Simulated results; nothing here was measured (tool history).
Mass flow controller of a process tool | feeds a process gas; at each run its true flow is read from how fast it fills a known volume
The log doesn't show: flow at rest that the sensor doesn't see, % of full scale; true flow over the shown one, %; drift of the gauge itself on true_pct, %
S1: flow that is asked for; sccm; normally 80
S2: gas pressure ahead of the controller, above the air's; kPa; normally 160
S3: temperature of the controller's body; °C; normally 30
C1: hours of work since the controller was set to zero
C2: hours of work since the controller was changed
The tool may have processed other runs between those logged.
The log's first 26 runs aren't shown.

{"run": 27, "hour": 2385.7, "S1": 70, "S2": 237, "S3": 34, "C1": 624, "C2": 624, "true flow (%)": 100.58}
{"run": 28, "hour": 2511.2, "S1": 70, "S2": 250, "S3": 24, "C1": 717, "C2": 717, "true flow (%)": 100.1}
{"run": 29, "hour": 2578.4, "S1": 24, "S2": 146, "S3": 24, "C1": 767, "C2": 767, "true flow (%)": 99.31}
{"run": 30, "hour": 2664.3, "S1": 13, "S2": 180, "S3": 33, "C1": 830, "C2": 830, "true flow (%)": 99.62}
{"run": 31, "hour": 2761.8, "S1": 13, "S2": 180, "S3": 33, "C1": 902, "C2": 902, "true flow (%)": 99.68}
{"run": 32, "hour": 2840.9, "S1": 18, "S2": 193, "S3": 30, "C1": 960, "C2": 960, "true flow (%)": 99.72}
{"run": 33, "hour": 2914.2, "S1": 25, "S2": 160, "S3": 26, "C1": 1014, "C2": 1014, "true flow (%)": 99.4}
{"run": 34, "hour": 3003.9, "S1": 86, "S2": 247, "S3": 26, "C1": 1080, "C2": 1080, "true flow (%)": 100.23}
{"run": 35, "hour": 3074.0, "S1": 86, "S2": 247, "S3": 26, "C1": 1132, "C2": 1132, "true flow (%)": 100.37}
{"run": 36, "hour": 3130.0, "S1": 86, "S2": 247, "S3": 26, "C1": 1173, "C2": 1173, "true flow (%)": 100.28}
{"run": 37, "hour": 3224.8, "S1": 45, "S2": 165, "S3": 23, "C1": 1243, "C2": 1243, "true flow (%)": 99.31}
{"run": 38, "hour": 3327.0, "S1": 32, "S2": 165, "S3": 23, "C1": 1318, "C2": 1318, "true flow (%)": 99.26}
{"run": 39, "hour": 3450.2, "S1": 80, "S2": 153, "S3": 23, "C1": 1409, "C2": 1409, "true flow (%)": 99.57}
{"run": 40, "hour": 3587.0, "S1": 80, "S2": 153, "S3": 23, "C1": 1510, "C2": 1510, "true flow (%)": 99.5}
{"run": 41, "hour": 3699.8, "S1": 80, "S2": 153, "S3": 23, "C1": 1593, "C2": 1593, "true flow (%)": 99.57}
{"run": 42, "hour": 3820.5, "S1": 25, "S2": 238, "S3": 35, "C1": 1682, "C2": 1682, "true flow (%)": 100.36}
{"run": 43, "hour": 3907.5, "S1": 25, "S2": 238, "S3": 35, "C1": 1746, "C2": 1746, "true flow (%)": 100.29}
{"run": 44, "hour": 3970.3, "S1": 23, "S2": 160, "S3": 23, "C1": 1793, "C2": 1793, "true flow (%)": 99.36}
{"run": 45, "hour": 4060.6, "S1": 22, "S2": 160, "S3": 30, "C1": 1859, "C2": 1859, "true flow (%)": 99.44}
{"run": 46, "hour": 4171.8, "S1": 13, "S2": 246, "S3": 33, "C1": 1941, "C2": 1941, "true flow (%)": 100.23}

Branching from run 46: 5 alternative next runs. What would each branch give?
{"run": "A", "hour": 4234.5, "S1": 80, "S2": 160, "S3": 39, "C1": 1987, "C2": 1987, "true flow (%)": "?"}
{"run": "B", "hour": 4234.5, "S1": 80, "S2": 160, "S3": 20, "C1": 1987, "C2": 1987, "true flow (%)": "?"}
{"run": "C", "hour": 4234.5, "S1": 50, "S2": 276, "S3": 36, "C1": 1987, "C2": 1987, "true flow (%)": "?"}
{"run": "D", "hour": 4234.5, "S1": 12, "S2": 246, "S3": 21, "C1": 1987, "C2": 1987, "true flow (%)": "?"}
{"run": "E", "hour": 4234.5, "S1": 40, "S2": 246, "S3": 33, "C1": 1987, "C2": 1987, "true flow (%)": "?"}

run=A true_flow_(%)=100.05
run=B true_flow_(%)=99.59
run=C true_flow_(%)=100.63
run=D true_flow_(%)=99.90
run=E true_flow_(%)=100.31
Without the tool's hidden state the same runs would have given:
run=A true_flow_(%)=100.06
run=B true_flow_(%)=99.59
run=C true_flow_(%)=100.63
run=D true_flow_(%)=99.89
run=E true_flow_(%)=100.31

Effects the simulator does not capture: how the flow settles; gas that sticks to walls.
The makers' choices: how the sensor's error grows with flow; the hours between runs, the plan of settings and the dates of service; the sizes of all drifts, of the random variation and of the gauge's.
